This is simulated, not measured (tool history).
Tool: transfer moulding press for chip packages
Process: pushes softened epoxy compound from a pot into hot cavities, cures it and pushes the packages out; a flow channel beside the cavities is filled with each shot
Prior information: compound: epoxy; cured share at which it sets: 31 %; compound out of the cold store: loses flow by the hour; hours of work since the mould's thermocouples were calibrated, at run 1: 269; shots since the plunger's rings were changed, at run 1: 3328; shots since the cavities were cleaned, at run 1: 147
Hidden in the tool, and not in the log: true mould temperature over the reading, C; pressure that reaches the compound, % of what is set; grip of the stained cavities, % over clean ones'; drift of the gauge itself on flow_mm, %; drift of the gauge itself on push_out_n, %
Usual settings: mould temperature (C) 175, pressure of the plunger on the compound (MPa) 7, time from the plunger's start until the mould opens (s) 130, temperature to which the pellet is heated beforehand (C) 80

run,hour,mould temperature (C),pressure of the plunger on the compound (MPa),time from the plunger's start until the mould opens (s),temperature to which the pellet is heated beforehand (C),hours of work since the mould's thermocouples were calibrated,shots since the plunger's rings were changed,shots since the cavities were cleaned,incoming compound's hours out of the cold store,length that the compound runs in the flow channel (mm),greatest force on the pins that push the packages out (N)
1,0,175,7,130,80,269,3328,147,38.6,593,528
2,10.9,175,5.94,130,80,274,3395,214,11.6,614,558
3,27.2,175,5.94,130,80,281,3497,316,17.1,596,584
4,41.5,175,5.94,130,80,287,3586,405,39,542,618
# hour 45.2: cavities cleaned with cleaning compound and waxed
5,58,175,7,130,80,294,3680,80,16.9,640,493
6,81.9,175,7,130,80,305,3828,228,18.1,637,563
7,100.2,175,7,130,80,313,3943,343,29.8,610,601
8,111.1,175,7,130,80,318,4010,410,30.2,602,591
# hour 113.7: cavities cleaned with cleaning compound and waxed
9,124.4,175,7,130,80,323,4084,67,18,621,491
10,144.7,175,7,130,80,332,4210,193,45.2,561,560
11,160.9,175,7,130,80,339,4311,294,19.4,622,575
12,174.2,175,7,130,80,345,4394,377,19.5,623,598
# hour 182.6: cavities cleaned with cleaning compound and waxed
13,194.3,175,8.45,130,80,354,4510,73,10.8,719,479
14,215.5,175,8.45,130,80,363,4642,205,39.7,628,528
15,226.2,175,8.45,130,80,368,4708,271,47.6,606,561

Expected results for the next run?
16,247.6,171,7,130,82,378,4842,405,13.5,?,?

{"run 16": {"length that the compound runs in the flow channel (mm)": 638, "greatest force on the pins that push the packages out (N)": 707}}
Were there no unlogged condition in the tool, this run, its random variation unchanged, would have produced length that the compound runs in the flow channel (mm) 708, greatest force on the pins that push the packages out (N) 501.
